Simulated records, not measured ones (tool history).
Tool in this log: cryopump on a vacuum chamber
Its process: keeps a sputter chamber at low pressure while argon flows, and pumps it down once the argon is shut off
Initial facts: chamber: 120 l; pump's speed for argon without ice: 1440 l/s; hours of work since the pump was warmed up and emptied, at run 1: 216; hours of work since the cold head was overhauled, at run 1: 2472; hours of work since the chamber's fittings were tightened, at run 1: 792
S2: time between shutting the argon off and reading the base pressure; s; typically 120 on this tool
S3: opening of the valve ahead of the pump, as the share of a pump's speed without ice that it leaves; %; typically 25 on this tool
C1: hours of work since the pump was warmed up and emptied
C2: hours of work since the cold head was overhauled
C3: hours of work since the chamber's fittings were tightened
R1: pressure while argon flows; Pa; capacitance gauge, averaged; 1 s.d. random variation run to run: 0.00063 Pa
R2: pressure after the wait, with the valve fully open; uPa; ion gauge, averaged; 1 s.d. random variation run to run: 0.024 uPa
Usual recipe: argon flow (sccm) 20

{"run": 1, "hour": 0.0, "argon flow (sccm)": 20, "S2": 120, "S3": 25, "C1": 216, "C2": 2472, "C3": 792, "R1": 0.0958, "R2": 1.08}
{"run": 2, "hour": 103.0, "argon flow (sccm)": 20, "S2": 120, "S3": 25, "C1": 305, "C2": 2561, "C3": 882, "R1": 0.0955, "R2": 1.1}
{"run": 3, "hour": 206.6, "argon flow (sccm)": 20, "S2": 120, "S3": 45, "C1": 395, "C2": 2651, "C3": 971, "R1": 0.0542, "R2": 1.14}
{"run": 4, "hour": 308.5, "argon flow (sccm)": 20, "S2": 120, "S3": 45, "C1": 483, "C2": 2739, "C3": 1060, "R1": 0.0553, "R2": 1.1}
{"run": 5, "hour": 368.1, "argon flow (sccm)": 20, "S2": 120, "S3": 25, "C1": 535, "C2": 2791, "C3": 1111, "R1": 0.0979, "R2": 1.11}
{"run": 6, "hour": 444.0, "argon flow (sccm)": 20, "S2": 120, "S3": 25, "C1": 601, "C2": 2856, "C3": 1177, "R1": 0.097, "R2": 1.14}
{"run": 7, "hour": 503.2, "argon flow (sccm)": 20, "S2": 120, "S3": 25, "C1": 652, "C2": 2908, "C3": 1228, "R1": 0.0963, "R2": 1.15}
{"run": 8, "hour": 607.3, "argon flow (sccm)": 20, "S2": 120, "S3": 19, "C1": 742, "C2": 2998, "C3": 1318, "R1": 0.1277, "R2": 1.2}
{"run": 9, "hour": 714.3, "argon flow (sccm)": 20, "S2": 120, "S3": 19, "C1": 835, "C2": 3090, "C3": 1411, "R1": 0.1281, "R2": 1.2}
{"run": 10, "hour": 808.5, "argon flow (sccm)": 20, "S2": 120, "S3": 19, "C1": 916, "C2": 3172, "C3": 1493, "R1": 0.1287, "R2": 1.19}
{"run": 11, "hour": 904.9, "argon flow (sccm)": 20, "S2": 120, "S3": 19, "C1": 1000, "C2": 3256, "C3": 1576, "R1": 0.1292, "R2": 1.17}
{"hour": 948.0, "done": "pump warmed up, emptied and cooled again"}
{"run": 12, "hour": 959.2, "argon flow (sccm)": 20, "S2": 120, "S3": 19, "C1": 10, "C2": 3298, "C3": 1619, "R1": 0.1248, "R2": 1.17}
{"run": 13, "hour": 1009.0, "argon flow (sccm)": 20, "S2": 120, "S3": 45, "C1": 53, "C2": 3341, "C3": 1662, "R1": 0.0529, "R2": 1.18}
{"run": 14, "hour": 1104.8, "argon flow (sccm)": 20, "S2": 120, "S3": 45, "C1": 136, "C2": 3424, "C3": 1745, "R1": 0.0537, "R2": 1.21}
{"run": 15, "hour": 1215.6, "argon flow (sccm)": 32, "S2": 162, "S3": 53, "C1": 232, "C2": 3520, "C3": 1841, "R1": 0.0732, "R2": 1.0}
{"run": 16, "hour": 1299.7, "argon flow (sccm)": 32, "S2": 162, "S3": 53, "C1": 305, "C2": 3593, "C3": 1914, "R1": 0.074, "R2": 1.03}
{"run": 17, "hour": 1364.2, "argon flow (sccm)": 32, "S2": 162, "S3": 53, "C1": 360, "C2": 3649, "C3": 1969, "R1": 0.0746, "R2": 1.02}
{"run": 18, "hour": 1425.4, "argon flow (sccm)": 27, "S2": 125, "S3": 22, "C1": 413, "C2": 3702, "C3": 2022, "R1": 0.1466, "R2": 1.24}
{"run": 19, "hour": 1489.6, "argon flow (sccm)": 22, "S2": 37, "S3": 25, "C1": 469, "C2": 3757, "C3": 2078, "R1": 0.1069, "R2": 2.77}
{"run": 20, "hour": 1574.2, "argon flow (sccm)": 9, "S2": 31, "S3": 40, "C1": 542, "C2": 3831, "C3": 2151, "R1": 0.028, "R2": 3.41}
{"run": 21, "hour": 1638.2, "argon flow (sccm)": 37, "S2": 169, "S3": 37, "C1": 598, "C2": 3886, "C3": 2207, "R1": 0.1248, "R2": 1.05}

What if the next run were any one of these 5? Each begins from the tool's condition after run 21:
{"run": "A", "hour": 1712.2, "argon flow (sccm)": 29, "S2": 128, "S3": 16, "C1": 662, "C2": 3950, "C3": 2271, "R1": "?", "R2": "?"}
{"run": "B", "hour": 1712.2, "argon flow (sccm)": 37, "S2": 120, "S3": 25, "C1": 662, "C2": 3950, "C3": 2271, "R1": "?", "R2": "?"}
{"run": "C", "hour": 1712.2, "argon flow (sccm)": 20, "S2": 22, "S3": 24, "C1": 662, "C2": 3950, "C3": 2271, "R1": "?", "R2": "?"}
{"run": "D", "hour": 1712.2, "argon flow (sccm)": 12, "S2": 21, "S3": 25, "C1": 662, "C2": 3950, "C3": 2271, "R1": "?", "R2": "?"}
{"run": "E", "hour": 1712.2, "argon flow (sccm)": 20, "S2": 120, "S3": 21, "C1": 662, "C2": 3950, "C3": 2271, "R1": "?", "R2": "?"}

run=A R1=0.2192 R2=1.21
run=B R1=0.1817 R2=1.28
run=C R1=0.1021 R2=4.58
run=D R1=0.0577 R2=4.74
run=E R1=0.1156 R2=1.31
Without the tool's hidden state the same runs would have given:
run=A R1=0.2130 R2=0.86
run=B R1=0.1738 R2=0.93
run=C R1=0.0979 R2=4.22
run=D R1=0.0551 R2=4.38
run=E R1=0.1113 R2=0.95
